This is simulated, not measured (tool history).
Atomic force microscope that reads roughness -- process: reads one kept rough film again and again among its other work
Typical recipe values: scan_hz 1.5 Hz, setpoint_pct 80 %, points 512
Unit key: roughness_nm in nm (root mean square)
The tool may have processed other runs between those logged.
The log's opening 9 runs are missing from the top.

run	hour	scan_hz	setpoint_pct	points	pictures with this tip	hours of work since the height scale was calibrated	roughness_nm
10	122.8	1.5	88	512	138	427	2.415
11	143.9	1.5	88	512	172	438	2.374
12	158.6	0.6	80	512	195	445	2.608
13	170.5	0.6	74	512	213	451	2.592
14	183.1	0.6	74	512	233	458	2.576
15	198.6	1.5	80	512	258	466	2.352
# hour 207.2: new tip fitted
16	219.3	1.5	80	512	19	476	2.695
# hour 221.7: height scale calibrated on a step standard
17	241.2	1.5	82	512	52	10	2.64
18	251	1.5	82	512	68	15	2.583
19	266	2.05	80	512	91	23	2.493
20	279	2.05	80	512	112	29	2.447
21	291.7	1.83	74	282	131	36	2.518
22	301.2	2.41	65	830	146	41	2.574
23	311.6	0.56	80	512	163	46	2.619
# hour 316.9: height scale calibrated on a step standard, once more
24	323.9	0.56	80	512	180	4	2.6
25	344.7	1.56	59	512	213	14	2.588
26	360.6	0.53	75	423	238	22	2.553
# hour 381.1: new tip fitted
27	382.2	0.53	75	423	1	33	2.963
28	397.9	0.53	75	423	26	41	2.901
29	414.3	1.31	69	759	52	49	2.808
30	433.5	0.75	77	272	82	59	2.755
31	450.1	0.75	77	272	108	68	2.699
32	459.5	1.5	81	344	123	73	2.536
33	475.6	1.01	87	512	148	81	2.534

Each row is a separate what-if for the run after 33, all from the same tool condition, not one after another. Results?
A	491.7	1.5	80	774	173	89	?
B	491.7	1	66	512	173	89	?
C	491.7	1.01	87	341	173	89	?
D	491.7	1.5	83	517	173	89	?

run	roughness_nm
A	2.485
B	2.655
C	2.476
D	2.442
Without the tool's unlogged condition, the same runs would have read:
run	roughness_nm
A	2.788
B	2.98
C	2.778
D	2.741
